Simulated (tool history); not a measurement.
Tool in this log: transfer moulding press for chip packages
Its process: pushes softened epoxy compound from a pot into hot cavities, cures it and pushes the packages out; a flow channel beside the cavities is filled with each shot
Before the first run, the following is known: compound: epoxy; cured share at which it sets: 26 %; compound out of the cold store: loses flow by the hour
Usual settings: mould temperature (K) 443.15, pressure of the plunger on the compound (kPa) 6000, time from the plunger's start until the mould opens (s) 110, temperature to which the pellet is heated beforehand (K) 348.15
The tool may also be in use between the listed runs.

run   hour  mould temperature (K)  pressure of the plunger on the compound (kPa)  time from the plunger's start until the mould opens (s)  temperature to which the pellet is heated beforehand (K)  incoming compound's hours out of the cold store  length that the compound runs in the flow channel (mm)  greatest force on the pins that push the packages out (N)
  1    0.0                 443.15                                           6000                                                      110                                                    348.15                                             32.5                                                     859                                                        475
      22.3  -- cavities cleaned with cleaning compound and waxed
      47.7  -- mould's thermocouples calibrated
  2   56.3                 443.15                                           6000                                                      110                                                    348.15                                             37.7                                                     833                                                        477
      81.7  -- cavities cleaned with cleaning compound and waxed
  3  110.6                 443.15                                           6000                                                      110                                                    348.15                                             21.1                                                     882                                                        458
     141.6  -- cavities cleaned with cleaning compound and waxed
     176.0  -- plunger's sealing rings changed
  4  183.8                 443.15                                           6000                                                      133                                                    348.15                                             20.7                                                     913                                                        440
     201.4  -- cavities cleaned with cleaning compound and waxed
  5  224.7                 443.15                                           6000                                                      110                                                    348.15                                             13.2                                                     945                                                        434
     257.3  -- cavities cleaned with cleaning compound and waxed
  6  265.0                 443.15                                           6000                                                      110                                                    348.15                                             45.9                                                     827                                                        397
  7  296.7                 443.15                                           5840                                                      110                                                    348.15                                             20.6                                                     898                                                        475
     316.6  -- cavities cleaned with cleaning compound and waxed
  8  336.5                 443.15                                           5840                                                      110                                                    348.15                                             25.2                                                     883                                                        446
     374.0  -- cavities cleaned with cleaning compound and waxed
  9  376.5                 443.15                                           6000                                                      110                                                    348.15                                             27.9                                                     869                                                        403
     387.5  -- mould's thermocouples calibrated, once more
     432.9  -- cavities cleaned with cleaning compound and waxed
 10  436.6                 443.15                                           6000                                                      110                                                    348.15                                             19.9                                                     910                                                        395
     488.3  -- cavities cleaned with cleaning compound and waxed
 11  490.2                 443.15                                           4670                                                      110                                                    348.15                                             43.5                                                     725                                                        390
     544.2  -- cavities cleaned with cleaning compound and waxed
 12  554.3                 449.15                                           6950                                                      110                                                    339.15                                             30.6                                                     900                                                        371
     599.5  -- cavities cleaned with cleaning compound and waxed
 13  599.5                 443.15                                           6000                                                      110                                                    348.15                                             47.7                                                     793                                                        380
     656.4  -- cavities cleaned with cleaning compound and waxed
 14  675.2                 437.15                                           4720                                                      110                                                    343.15                                             13.6                                                     813                                                        600
     712.4  -- cavities cleaned with cleaning compound and waxed
 15  716.5                 450.15                                           7110                                                       96                                                    348.15                                             27.0                                                     892                                                        386
     742.8  -- plunger's sealing rings changed
 16  755.2                 441.15                                           6580                                                      134                                                    348.15                                             36.4                                                     904                                                        452
     772.2  -- cavities cleaned with cleaning compound and waxed
 17  817.5                 441.15                                           6580                                                      134                                                    348.15                                             33.6                                                     917                                                        432
     830.2  -- cavities cleaned with cleaning compound and waxed
 18  865.5                 441.15                                           6580                                                      134                                                    348.15                                             34.7                                                     911                                                        431

Forecast each of these 3 alternatives for the next run:
     889.2  -- cavities cleaned with cleaning compound and waxed
  A  933.8                 441.15                                           6580                                                      134                                                    348.15                                             39.5                                                       ?                                                          ?
     889.2  -- cavities cleaned with cleaning compound and waxed
  B  933.8                 441.15                                           6890                                                      124                                                    340.15                                             26.6                                                       ?                                                          ?
     889.2  -- cavities cleaned with cleaning compound and waxed
  C  933.8                 443.15                                           6000                                                      117                                                    342.15                                             45.7                                                       ?                                                          ?

run  length that the compound runs in the flow channel (mm)  greatest force on the pins that push the packages out (N)
  A                                                     880                                                        444
  B                                                     965                                                        476
  C                                                     816                                                        461
Take away the tool's hidden state, keep each run's random variation, and the runs would have read:
run  length that the compound runs in the flow channel (mm)  greatest force on the pins that push the packages out (N)
  A                                                     895                                                        361
  B                                                     981                                                        385
  C                                                     829                                                        374
